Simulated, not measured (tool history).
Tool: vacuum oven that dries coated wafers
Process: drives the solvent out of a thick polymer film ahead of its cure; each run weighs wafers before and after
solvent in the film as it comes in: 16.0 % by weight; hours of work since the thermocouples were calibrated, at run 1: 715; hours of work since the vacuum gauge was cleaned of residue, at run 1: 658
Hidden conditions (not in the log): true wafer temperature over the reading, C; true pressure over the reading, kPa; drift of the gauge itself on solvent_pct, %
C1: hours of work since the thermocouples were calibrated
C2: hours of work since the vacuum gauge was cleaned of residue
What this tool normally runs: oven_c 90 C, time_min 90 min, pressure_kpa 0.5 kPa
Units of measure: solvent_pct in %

Run 1, day 0: usual settings; C1 715; C2 658. Result: solvent_pct 1.25 %.
Run 2, day 1.792: usual settings; C1 734; C2 677. Result: solvent_pct 1.24 %.
Run 3, day 3.029: usual settings; C1 747; C2 690. Result: solvent_pct 1.28 %.
Run 4, day 4.471: usual settings; C1 762; C2 705. Result: solvent_pct 1.32 %.
Run 5, day 5.996: usual settings but oven_c 78 C; C1 778; C2 720. Result: solvent_pct 4.54 %.
Run 6, day 7.204: usual settings but oven_c 78 C; C1 790; C2 733. Result: solvent_pct 4.49 %.
Run 7, day 8.767: usual settings but oven_c 78 C; C1 806; C2 749. Result: solvent_pct 4.51 %.
Run 8, day 10.604: usual settings but oven_c 78 C; C1 825; C2 768. Result: solvent_pct 4.48 %.
Run 9, day 11.867: usual settings but oven_c 78 C; C1 838; C2 781. Result: solvent_pct 4.52 %.
Run 10, day 12.838: usual settings but time_min 93 min; C1 848; C2 791. Result: solvent_pct 1.21 %.
Run 11, day 13.675: usual settings but time_min 55 min; C1 857; C2 800. Result: solvent_pct 2.86 %.
Run 12, day 15.021: usual settings but oven_c 101 C; C1 871; C2 814. Result: solvent_pct 0.27 %.
Run 13, day 16.242: usual settings but oven_c 101 C; C1 884; C2 827. Result: solvent_pct 0.35 %.
Run 14, day 17.971: usual settings; C1 902; C2 845. Result: solvent_pct 1.26 %.
Run 15, day 19.229: usual settings; C1 915; C2 858. Result: solvent_pct 1.36 %.
Run 16, day 21.05: usual settings but time_min 116 min; C1 933; C2 876. Result: solvent_pct 0.82 %.
Run 17, day 22.65: usual settings but oven_c 87 C; C1 950; C2 893. Result: solvent_pct 1.92 %.
Run 18, day 24.179: usual settings but oven_c 87 C; C1 966; C2 909. Result: solvent_pct 1.91 %.
Run 19, day 25.346: usual settings but oven_c 87 C, pressure_kpa 1.149 kPa; C1 978; C2 921. Result: solvent_pct 2.28 %.
Run 20, day 26.792: usual settings but oven_c 87 C, pressure_kpa 1.149 kPa; C1 993; C2 936. Result: solvent_pct 2.27 %.
Run 21, day 28.538: usual settings but oven_c 87 C, pressure_kpa 1.149 kPa; C1 1011; C2 954. Result: solvent_pct 2.28 %.
Run 22, day 29.846: usual settings but pressure_kpa 1.066 kPa; C1 1025; C2 968. Result: solvent_pct 1.67 %.
Run 23, day 31.188: usual settings but pressure_kpa 1.066 kPa; C1 1038; C2 981. Result: solvent_pct 1.68 %.
Run 24, day 32.671: usual settings but oven_c 93 C, time_min 51 min, pressure_kpa 0.748 kPa; C1 1054; C2 997. Result: solvent_pct 2.55 %.
At day 32.892: vacuum gauge cleaned of residue and calibrated.
Run 25, day 34.079: usual settings but pressure_kpa 0.448 kPa; C1 1068; C2 12. Result: solvent_pct 1.35 %.
Run 26, day 35.458: usual settings but pressure_kpa 1.231 kPa; C1 1082; C2 27. Result: solvent_pct 1.79 %.
Run 27, day 36.217: usual settings but oven_c 101 C, time_min 54 min, pressure_kpa 0.526 kPa; C1 1090; C2 34. Result: solvent_pct 0.83 %.
At day 37.054: vacuum gauge cleaned of residue and calibrated, once more.
Run 28, day 37.675: usual settings but oven_c 91 C, time_min 65 min, pressure_kpa 1.145 kPa; C1 1104; C2 6. Result: solvent_pct 2.23 %.
Run 29, day 39.271: usual settings; C1 1121; C2 23. Result: solvent_pct 1.2 %.
Run 30, day 40.608: usual settings but oven_c 76 C, time_min 141 min; C1 1135; C2 37. Result: solvent_pct 3.12 %.
Run 31, day 41.542: usual settings but oven_c 95 C, time_min 132 min, pressure_kpa 0.779 kPa; C1 1144; C2 46. Result: solvent_pct 0.41 %.
Run 32, day 43.329: usual settings but oven_c 96 C, time_min 64 min, pressure_kpa 0.614 kPa; C1 1163; C2 65. Result: solvent_pct 1.07 %.
Run 33, day 44.083: usual settings but oven_c 98 C, time_min 126 min, pressure_kpa 0.981 kPa; C1 1171; C2 73. Result: solvent_pct 0.43 %.
Run 34, day 45.429: usual settings but oven_c 86 C, time_min 155 min, pressure_kpa 1.204 kPa; C1 1185; C2 87. Result: solvent_pct 1.2 %.
Run 35, day 47.021: usual settings but oven_c 88 C, time_min 89 min, pressure_kpa 0.42 kPa; C1 1201; C2 103. Result: solvent_pct 1.6 %.
Run 36, day 48.304: usual settings but oven_c 101 C, time_min 106 min, pressure_kpa 0.448 kPa; C1 1214; C2 117. Result: solvent_pct 0.23 %.
Run 37, day 49.821: usual settings but oven_c 101 C, time_min 106 min, pressure_kpa 0.448 kPa; C1 1230; C2 132. Result: solvent_pct 0.23 %.
Run 38, day 51.367: usual settings but time_min 104 min, pressure_kpa 0.449 kPa; C1 1246; C2 148. Result: solvent_pct 0.88 %.
Run 39, day 53.225: usual settings but time_min 104 min, pressure_kpa 0.449 kPa; C1 1265; C2 167. Result: solvent_pct 0.91 %.
Run 40, day 54.192: usual settings but time_min 48 min; C1 1275; C2 177. Result: solvent_pct 3.58 %.
Run 41, day 55.692: usual settings but oven_c 94 C, time_min 100 min; C1 1291; C2 193. Result: solvent_pct 0.55 %.
Run 42, day 56.971: usual settings but oven_c 81 C, time_min 157 min; C1 1304; C2 206. Result: solvent_pct 1.53 %.
Run 43, day 58.817: usual settings but oven_c 81 C, time_min 157 min; C1 1323; C2 225. Result: solvent_pct 1.52 %.
Run 44, day 60.179: usual settings but time_min 45 min; C1 1337; C2 239. Result: solvent_pct 3.8 %.
Run 45, day 61.096: usual settings but oven_c 82 C, time_min 64 min; C1 1347; C2 249. Result: solvent_pct 4.79 %.
Run 46, day 62.279: usual settings but oven_c 80 C; C1 1359; C2 261. Result: solvent_pct 3.91 %.

Alternative continuations, all from the tool just after run 46; predict every row:
Run A, day 63.733: usual settings but oven_c 87 C, time_min 103 min; C1 1374; C2 276. Result: solvent_pct ?.
Run B, day 63.733: usual settings but oven_c 93 C, time_min 53 min, pressure_kpa 0.329 kPa; C1 1374; C2 276. Result: solvent_pct ?.
Run C, day 63.733: usual settings but time_min 49 min; C1 1374; C2 276. Result: solvent_pct ?.
Run D, day 63.733: usual settings but oven_c 78 C, time_min 49 min, pressure_kpa 1.886 kPa; C1 1374; C2 276. Result: solvent_pct ?.
Run E, day 63.733: usual settings but oven_c 104 C; C1 1374; C2 276. Result: solvent_pct ?.

run  solvent_pct
  A         1.54
  B         2.21
  C         3.51
  D         8.01
  E          0.2
The same runs, with their run-to-run variation unchanged, on a tool lacking any hidden condition would have given:
run  solvent_pct
  A         1.24
  B         1.83
  C         3.04
  D         7.51
  E         0.16

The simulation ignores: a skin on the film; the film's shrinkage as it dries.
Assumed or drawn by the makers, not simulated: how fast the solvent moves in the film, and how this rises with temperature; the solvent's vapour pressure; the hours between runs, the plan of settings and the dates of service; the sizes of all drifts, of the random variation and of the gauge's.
